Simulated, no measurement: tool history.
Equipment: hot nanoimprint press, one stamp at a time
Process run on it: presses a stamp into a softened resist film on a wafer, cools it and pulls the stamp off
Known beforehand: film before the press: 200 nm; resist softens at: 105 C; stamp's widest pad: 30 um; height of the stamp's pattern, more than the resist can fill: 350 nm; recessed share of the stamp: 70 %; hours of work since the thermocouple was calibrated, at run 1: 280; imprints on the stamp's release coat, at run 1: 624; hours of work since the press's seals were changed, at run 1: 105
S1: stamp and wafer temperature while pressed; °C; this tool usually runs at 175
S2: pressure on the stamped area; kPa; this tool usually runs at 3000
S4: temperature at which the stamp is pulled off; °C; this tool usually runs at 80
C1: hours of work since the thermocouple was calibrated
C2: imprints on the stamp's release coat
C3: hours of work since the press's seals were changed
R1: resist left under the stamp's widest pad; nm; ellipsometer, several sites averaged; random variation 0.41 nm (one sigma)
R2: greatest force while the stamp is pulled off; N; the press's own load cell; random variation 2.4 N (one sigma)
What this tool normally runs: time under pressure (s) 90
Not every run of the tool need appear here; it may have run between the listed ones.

run 1 hour=0.0 | S1=175 S2=3000 time_under_pressure_(s)=90 S4=80 | C1=280 C2=624 C3=105 | R1=120.8 R2=131
run 2 hour=7.2 | S1=184 S2=3000 time_under_pressure_(s)=90 S4=80 | C1=285 C2=647 C3=110 | R1=98.5 R2=129
run 3 hour=13.6 | S1=184 S2=3000 time_under_pressure_(s)=90 S4=80 | C1=289 C2=667 C3=114 | R1=98.6 R2=125
run 4 hour=17.7 | S1=184 S2=3000 time_under_pressure_(s)=90 S4=80 | C1=292 C2=681 C3=117 | R1=98.8 R2=127
run 5 hour=26.0 | S1=175 S2=3000 time_under_pressure_(s)=90 S4=73 | C1=297 C2=707 C3=123 | R1=120.5 R2=151
run 6 hour=33.4 | S1=175 S2=3000 time_under_pressure_(s)=90 S4=73 | C1=302 C2=731 C3=128 | R1=120.4 R2=152
run 7 hour=38.1 | S1=175 S2=3000 time_under_pressure_(s)=90 S4=73 | C1=305 C2=746 C3=131 | R1=120.5 R2=155
run 8 hour=43.9 | S1=175 S2=3000 time_under_pressure_(s)=88 S4=80 | C1=309 C2=765 C3=135 | R1=120.8 R2=129
run 9 hour=49.5 | S1=175 S2=3000 time_under_pressure_(s)=90 S4=80 | C1=313 C2=783 C3=139 | R1=120.0 R2=135
run 10 hour=53.4 | S1=175 S2=3000 time_under_pressure_(s)=90 S4=80 | C1=316 C2=795 C3=141 | R1=121.1 R2=131
run 11 hour=57.5 | S1=175 S2=3000 time_under_pressure_(s)=90 S4=80 | C1=319 C2=809 C3=144 | R1=120.7 R2=133
run 12 hour=62.5 | S1=181 S2=3000 time_under_pressure_(s)=90 S4=80 | C1=322 C2=825 C3=147 | R1=105.6 R2=132
run 13 hour=71.5 | S1=175 S2=3000 time_under_pressure_(s)=90 S4=78 | C1=328 C2=854 C3=153 | R1=121.2 R2=144
run 14 hour=78.4 | S1=175 S2=3000 time_under_pressure_(s)=90 S4=78 | C1=333 C2=876 C3=158 | R1=120.2 R2=142
run 15 hour=82.3 | S1=175 S2=3000 time_under_pressure_(s)=90 S4=78 | C1=335 C2=888 C3=161 | R1=121.2 R2=141
run 16 hour=89.2 | S1=182 S2=3000 time_under_pressure_(s)=90 S4=66 | C1=340 C2=910 C3=165 | R1=103.5 R2=178
run 17 hour=96.3 | S1=179 S2=3000 time_under_pressure_(s)=80 S4=80 | C1=345 C2=933 C3=170 | R1=114.0 R2=136
run 18 hour=102.2 | S1=179 S2=3000 time_under_pressure_(s)=80 S4=80 | C1=349 C2=952 C3=174 | R1=116.2 R2=136
run 19 hour=108.3 | S1=179 S2=3000 time_under_pressure_(s)=80 S4=82 | C1=353 C2=972 C3=178 | R1=114.3 R2=136
run 20 hour=115.7 | S1=179 S2=3000 time_under_pressure_(s)=80 S4=82 | C1=358 C2=996 C3=183 | R1=115.0 R2=135
run 21 hour=123.3 | S1=165 S2=3000 time_under_pressure_(s)=80 S4=78 | C1=363 C2=1020 C3=188 | R1=152.6 R2=148
run 22 hour=132.1 | S1=165 S2=3000 time_under_pressure_(s)=80 S4=78 | C1=369 C2=1049 C3=194 | R1=152.0 R2=142
run 23 hour=139.5 | S1=165 S2=3000 time_under_pressure_(s)=80 S4=78 | C1=374 C2=1072 C3=199 | R1=153.5 R2=144
run 24 hour=145.5 | S1=175 S2=3000 time_under_pressure_(s)=90 S4=81 | C1=378 C2=1092 C3=203 | R1=121.0 R2=136
run 25 hour=153.1 | S1=170 S2=1980 time_under_pressure_(s)=75 S4=85 | C1=383 C2=1116 C3=208 | R1=157.8 R2=127
run 26 hour=157.7 | S1=175 S2=3260 time_under_pressure_(s)=90 S4=80 | C1=386 C2=1131 C3=211 | R1=117.1 R2=141
run 27 hour=163.6 | S1=175 S2=3260 time_under_pressure_(s)=90 S4=80 | C1=390 C2=1150 C3=215 | R1=117.2 R2=149
run 28 hour=168.6 | S1=175 S2=3260 time_under_pressure_(s)=90 S4=80 | C1=393 C2=1166 C3=219 | R1=117.3 R2=138
run 29 hour=177.7 | S1=175 S2=2510 time_under_pressure_(s)=90 S4=72 | C1=399 C2=1195 C3=225 | R1=129.1 R2=163

Some steps in R1, run to run, broken into two amounts with sign: the step expected even without the hidden condition (settings, incoming material, random variation), and the rest, left for the hidden condition together with whatever gauge scatter is not in both the measured and the hidden-condition-free result:
Unlogged tool condition in this case: true temperature over the reading, C; pressure that arrives at the usual setting, %; grip of the stamp's worn release coat, % over a new coat's; drift of the gauge itself on residual_nm, %; drift of the gauge itself on pull_off_n, %.
Run 1 -> 2: S1 175 -> 184. R1 -22.3 nm: hidden state -0.4, all else -21.9.
Run 20 -> 21: S1 179 -> 165, S4 82 -> 78. R1 +37.6 nm: hidden state +0.3, all else +37.3.
Run 25 -> 26: S1 170 -> 175, S2 1980 -> 3260, time under pressure (s) 75 -> 90, S4 85 -> 80. R1 -40.7 nm: hidden state +0.5, all else -41.2.
